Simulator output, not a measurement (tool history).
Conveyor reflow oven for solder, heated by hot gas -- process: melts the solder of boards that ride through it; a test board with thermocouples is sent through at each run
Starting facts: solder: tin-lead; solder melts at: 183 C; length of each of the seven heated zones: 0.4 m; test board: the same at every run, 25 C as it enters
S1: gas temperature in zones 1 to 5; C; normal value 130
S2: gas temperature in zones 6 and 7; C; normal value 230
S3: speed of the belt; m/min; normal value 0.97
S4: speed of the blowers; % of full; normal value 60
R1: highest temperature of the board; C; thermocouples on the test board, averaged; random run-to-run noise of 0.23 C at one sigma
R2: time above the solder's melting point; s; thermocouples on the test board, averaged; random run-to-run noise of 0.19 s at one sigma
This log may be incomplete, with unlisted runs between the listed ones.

run   hour   S1   S2     S3  S4     R1    R2
  1      0  130  230   0.97  60  204.2  26.6
  2   15.4  130  230   0.97  60  204.9  26.4
  3   32.8  130  230   0.97  60  202.6  24.8
  4     48  130  230  1.064  60  198.5  18.3
  5   56.6  130  230  1.064  60  198.6  18.6
  6   75.7  130  230  1.064  60  197.9  18.9
  7   85.2  122  230   0.97  60  200.5  21.2
  8   97.2  122  230   0.97  60  200.1  21.3
  9  121.6  122  230   0.97  60  205.2  25.9
 10  134.4  122  230   0.97  60  205.1  26.1
 11  144.7  122  230   0.97  60  205.3  25.6
 12    163  122  230   0.97  60  205.2  26.2
 13  178.3  122  230   0.97  60  204.7  25.5
 14  196.4  130  230   0.97  60  206.6  28.6
 15    207  130  230   0.97  60  206.4  28.6
 16  220.4  130  230  0.859  81  216.7  41.3
 17  234.3  130  230  0.859  81  216.6    41
 18  243.1  130  230  0.859  81  216.3  40.7
 19  253.7  135  219  0.859  81    207  36.4
 20  270.3  135  219  0.859  81  207.2  36.2
 21  284.2  133  231  0.952  81  214.4  36.3
 22  300.1  133  231   1.08  65  205.4  24.8
 23  315.5  130  226  0.979  60  202.7  25.1
 24  325.2  117  230   0.79  60  211.2  37.5
 25  336.7  119  230  1.023  65  203.1  22.7
 26  352.5  119  230  1.023  65  203.2  22.3
 27  363.5  127  230  0.786  60  212.7  40.7
 28  374.2  127  230  0.786  60  212.9  40.7
 29  382.8  127  230  0.786  60  212.7  40.9
 30  393.1  127  230  0.786  60    213  41.4

Between the runs listed above, the log contained 2 entries, not reproduced here. Where in the sequence does each belong, and how does what the log doesn't record of the tool's condition differ from the listed run before to the listed run after?
After run 2, before run 3: flux residue cleaned out of gas plates and filters (hour 28.9)
  heat that the gas passes to the board, % of a clean oven's: 90 -> 84.1; belt's true speed, % of the reading: 98.79 -> 98.76; true gas temperature in zones 6 and 7 over the reading, C: -0.29 -> -0.3
  difference, measured minus the result without the unlogged condition, R1: -2.6 -> -4.5 C; R2: -1.9 -> -3.7 s
After run 8, before run 9: flux residue cleaned out of gas plates and filters, once more (hour 109.6)
  heat that the gas passes to the board, % of a clean oven's: 83 -> 99.2; belt's true speed, % of the reading: 98.63 -> 98.58; true gas temperature in zones 6 and 7 over the reading, C: -0.36 -> -0.38
  difference, measured minus the result without the unlogged condition, R1: -5.2 -> +0 C; R2: -4.5 -> +0.4 s
